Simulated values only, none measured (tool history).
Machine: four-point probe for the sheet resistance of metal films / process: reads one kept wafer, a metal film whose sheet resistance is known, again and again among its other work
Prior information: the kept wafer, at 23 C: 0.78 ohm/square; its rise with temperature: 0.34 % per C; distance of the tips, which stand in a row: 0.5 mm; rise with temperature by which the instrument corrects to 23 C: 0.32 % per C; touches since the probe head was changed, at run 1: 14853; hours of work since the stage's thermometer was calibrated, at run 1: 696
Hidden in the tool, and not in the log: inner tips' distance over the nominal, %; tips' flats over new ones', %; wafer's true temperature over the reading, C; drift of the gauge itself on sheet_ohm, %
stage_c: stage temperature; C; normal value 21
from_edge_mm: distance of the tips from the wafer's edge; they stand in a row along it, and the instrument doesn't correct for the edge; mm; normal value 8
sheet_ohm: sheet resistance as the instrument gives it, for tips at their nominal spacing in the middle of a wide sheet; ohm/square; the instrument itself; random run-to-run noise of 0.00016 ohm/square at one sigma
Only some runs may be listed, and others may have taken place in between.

run	hour	stage_c	from_edge_mm	touches since the probe head was changed	hours of work since the stage's thermometer was calibrated	sheet_ohm
1	0	21	8	14853	696	0.781218
2	101.4	21	8	18037	765	0.78168
3	199.3	21	8	21113	831	0.781345
4	308.3	21	8	24539	905	0.781696
5	380.3	21	8	26802	954	0.781405
6	459	21	8	29272	1007	0.781092
7	507.1	21	33	30782	1040	0.779865
8	620.7	21	33	34354	1117	0.779892
9	690.2	30	15	36536	1164	0.781061
10	755.7	18	74	38594	1208	0.779501
11	827.1	18	3	40836	1256	0.790879
12	919.9	18	3	43753	1319	0.791042
13	1013.7	34	8	46699	1383	0.782906
14	1071.4	23	4	48512	1422	0.786631
15	1167.5	23	4	51531	1487	0.7866
# hour 1223.6: stage's thermometer calibrated
16	1277.1	34	4	54957	36	0.787608

Describe how what the log doesn't record of the tool's condition differs between the last listed run preceding each entry between runs and the first listed run following it.
Between runs 15 and 16: stage's thermometer calibrated (hour 1223.6)
  no difference in the tool's unlogged condition between these two runs
